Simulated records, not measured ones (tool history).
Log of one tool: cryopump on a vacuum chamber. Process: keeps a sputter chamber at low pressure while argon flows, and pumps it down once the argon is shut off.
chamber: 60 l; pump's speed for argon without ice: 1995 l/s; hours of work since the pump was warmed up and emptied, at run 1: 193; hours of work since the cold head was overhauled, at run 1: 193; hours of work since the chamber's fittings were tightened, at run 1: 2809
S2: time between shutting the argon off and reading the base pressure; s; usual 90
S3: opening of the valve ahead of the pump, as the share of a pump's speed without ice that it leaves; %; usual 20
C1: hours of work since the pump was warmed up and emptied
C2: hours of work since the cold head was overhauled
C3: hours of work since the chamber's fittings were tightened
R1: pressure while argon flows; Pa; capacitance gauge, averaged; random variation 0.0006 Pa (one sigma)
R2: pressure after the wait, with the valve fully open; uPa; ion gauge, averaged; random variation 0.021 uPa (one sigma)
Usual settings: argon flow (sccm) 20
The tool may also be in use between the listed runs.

Run 1, hour 0: usual settings; C1 193; C2 193; C3 2809. Result: R1 0.0868 Pa, R2 1.03 uPa.
Run 2, hour 14.1: usual settings but argon flow (sccm) 36; C1 199; C2 199; C3 2815. Result: R1 0.1561 Pa, R2 1.03 uPa.
Run 3, hour 21.6: usual settings but argon flow (sccm) 36; C1 202; C2 202; C3 2819. Result: R1 0.155 Pa, R2 1 uPa.
Run 4, hour 36.2: usual settings but argon flow (sccm) 36; C1 208; C2 208; C3 2825. Result: R1 0.1547 Pa, R2 0.99 uPa.
Run 5, hour 51.1: usual settings but argon flow (sccm) 36; C1 214; C2 214; C3 2831. Result: R1 0.1547 Pa, R2 1.03 uPa.
Run 6, hour 60.6: usual settings but argon flow (sccm) 36; C1 219; C2 219; C3 2835. Result: R1 0.1552 Pa, R2 1.01 uPa.
Run 7, hour 69.4: usual settings but argon flow (sccm) 36; C1 222; C2 222; C3 2839. Result: R1 0.1556 Pa, R2 1.01 uPa.
Run 8, hour 77.5: usual settings but argon flow (sccm) 36; C1 226; C2 226; C3 2842. Result: R1 0.1532 Pa, R2 1 uPa.
Run 9, hour 89.2: usual settings; C1 231; C2 231; C3 2847. Result: R1 0.0863 Pa, R2 1.01 uPa.
Run 10, hour 97.1: usual settings; C1 234; C2 234; C3 2851. Result: R1 0.086 Pa, R2 1.01 uPa.
Run 11, hour 110.3: usual settings but argon flow (sccm) 16, S3 34 %; C1 240; C2 240; C3 2856. Result: R1 0.0409 Pa, R2 0.99 uPa.
Run 12, hour 125.4: usual settings but S3 41 %; C1 246; C2 246; C3 2863. Result: R1 0.0429 Pa, R2 1.02 uPa.
Run 13, hour 134.6: usual settings but S3 41 %; C1 250; C2 250; C3 2867. Result: R1 0.0426 Pa, R2 1.04 uPa.
Run 14, hour 142.6: usual settings but argon flow (sccm) 11, S2 181 s, S3 26 %; C1 254; C2 254; C3 2870. Result: R1 0.0369 Pa, R2 0.86 uPa.
Run 15, hour 155.7: usual settings but argon flow (sccm) 18, S2 190 s, S3 25 %; C1 259; C2 259; C3 2876. Result: R1 0.0629 Pa, R2 0.86 uPa.
Run 16, hour 168.5: usual settings but argon flow (sccm) 18, S2 190 s, S3 25 %; C1 265; C2 265; C3 2881. Result: R1 0.0626 Pa, R2 0.9 uPa.
Run 17, hour 178.7: usual settings but argon flow (sccm) 38, S2 45 s; C1 269; C2 269; C3 2886. Result: R1 0.1633 Pa, R2 1.27 uPa.

Measured less the same run without the tool's hidden state. The same run-to-run variation is in both; the gauge's scatter may not be:
The hidden state here: pump's speed, % of a pump's without ice; cold plate's temperature, K; leak into the chamber, uPa l/s; drift of the gauge itself on working_pa, %; drift of the gauge itself on base_upa, %.
run       R1     R2
  1  +0.0011  +0.59
  2  +0.0021  +0.59
  3  +0.0021  +0.58
  4  +0.0022  +0.59
  5  +0.0023   +0.6
  6  +0.0023   +0.6
  7  +0.0023   +0.6
  8  +0.0023   +0.6
  9  +0.0013   +0.6
 10  +0.0014   +0.6
 11  +0.0011   +0.6
 12  +0.0014  +0.61
 13  +0.0014  +0.61
 14  +0.0008  +0.61
 15  +0.0014  +0.61
 16  +0.0014  +0.62
 17  +0.0029  +0.62
